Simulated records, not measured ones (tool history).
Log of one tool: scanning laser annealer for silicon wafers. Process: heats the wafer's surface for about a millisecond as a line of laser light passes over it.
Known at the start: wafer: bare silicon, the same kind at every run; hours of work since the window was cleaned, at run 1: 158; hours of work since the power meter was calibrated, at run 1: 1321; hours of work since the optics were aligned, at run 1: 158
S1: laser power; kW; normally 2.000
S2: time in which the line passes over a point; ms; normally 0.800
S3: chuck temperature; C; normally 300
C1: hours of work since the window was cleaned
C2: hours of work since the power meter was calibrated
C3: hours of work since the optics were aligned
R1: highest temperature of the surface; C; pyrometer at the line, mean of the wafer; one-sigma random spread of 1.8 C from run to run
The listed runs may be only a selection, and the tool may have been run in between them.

run    hour     S1     S2   S3   C1    C2    C3    R1
  1     0.0  2.000  0.800  300  158  1321   158  1013
  2    53.8  2.000  0.800  300  197  1360   197  1008
  3   126.3  2.000  0.902  300  250  1413   250  1041
  4   180.9  2.000  0.902  300  289  1452   289  1037
  5   257.6  2.000  0.800  300  345  1508   345   997
  6   337.3  2.044  0.800  300  403  1566   403  1014
      365.3  -- window over the wafer cleaned
  7   372.0  2.000  0.800  300    5  1590   427  1027
  8   412.4  2.000  0.860  300   34  1620   457  1049
  9   492.5  2.000  0.860  300   93  1678   515  1046
 10   559.6  2.000  0.800  300  142  1727   564  1015
 11   632.8  2.000  0.800  300  195  1780   617  1009
 12   705.9  2.000  0.800  300  248  1834   671  1009
 13   766.5  2.000  0.800  271  293  1878   715   974
 14   808.3  2.000  0.800  300  323  1908   745  1000
 15   871.6  2.000  0.800  300  369  1955   792   996
 16   940.5  2.000  0.800  300  419  2005   842   990
      948.8  -- window over the wafer cleaned
 17   996.7  1.796  0.800  266   35  2044   881   895
 18  1043.8  1.796  0.800  266   69  2079   916   896
 19  1099.6  1.800  0.800  331  110  2119   956   960
 20  1176.3  1.800  0.800  331  166  2175  1012   954
 21  1240.7  1.800  0.800  331  213  2222  1059   947
 22  1300.7  1.800  0.800  331  256  2266  1103   947
 23  1363.3  1.800  0.800  331  302  2312  1149   943
 24  1432.5  1.800  0.800  331  353  2362  1199   940
 25  1472.4  2.191  0.577  321  382  2391  1228   989
 26  1523.4  1.933  0.709  294  419  2428  1265   920
     1531.8  -- window over the wafer cleaned
 27  1578.5  1.933  0.891  321   34  2467  1304  1046
 28  1649.1  1.835  0.697  278   86  2519  1356   882

Across each entry between runs, compare the hidden state at the last listed run before it with the hidden state at the first listed run after it:
Run 6 -> run 7: window over the wafer cleaned (hour 365.3)
  light that passes the window, % of a clean one's: 95.78 -> 99.87; laser's true power over the reading, %: 0.13 -> 0.14; width of the line over the set one, %: 0.51 -> 0.53
  measured result minus the result with no hidden state, R1: -41 -> -3 C
Run 16 -> run 17: window over the wafer cleaned (hour 948.8)
  light that passes the window, % of a clean one's: 95.96 -> 99.45; laser's true power over the reading, %: 0.25 -> 0.26; width of the line over the set one, %: 0.86 -> 0.89
  measured result minus the result with no hidden state, R1: -40 -> -7 C
Run 26 -> run 27: window over the wafer cleaned (hour 1531.8)
  light that passes the window, % of a clean one's: 95.95 -> 99.5; laser's true power over the reading, %: 0.36 -> 0.37; width of the line over the set one, %: 1.19 -> 1.22
  measured result minus the result with no hidden state, R1: -37 -> -9 C
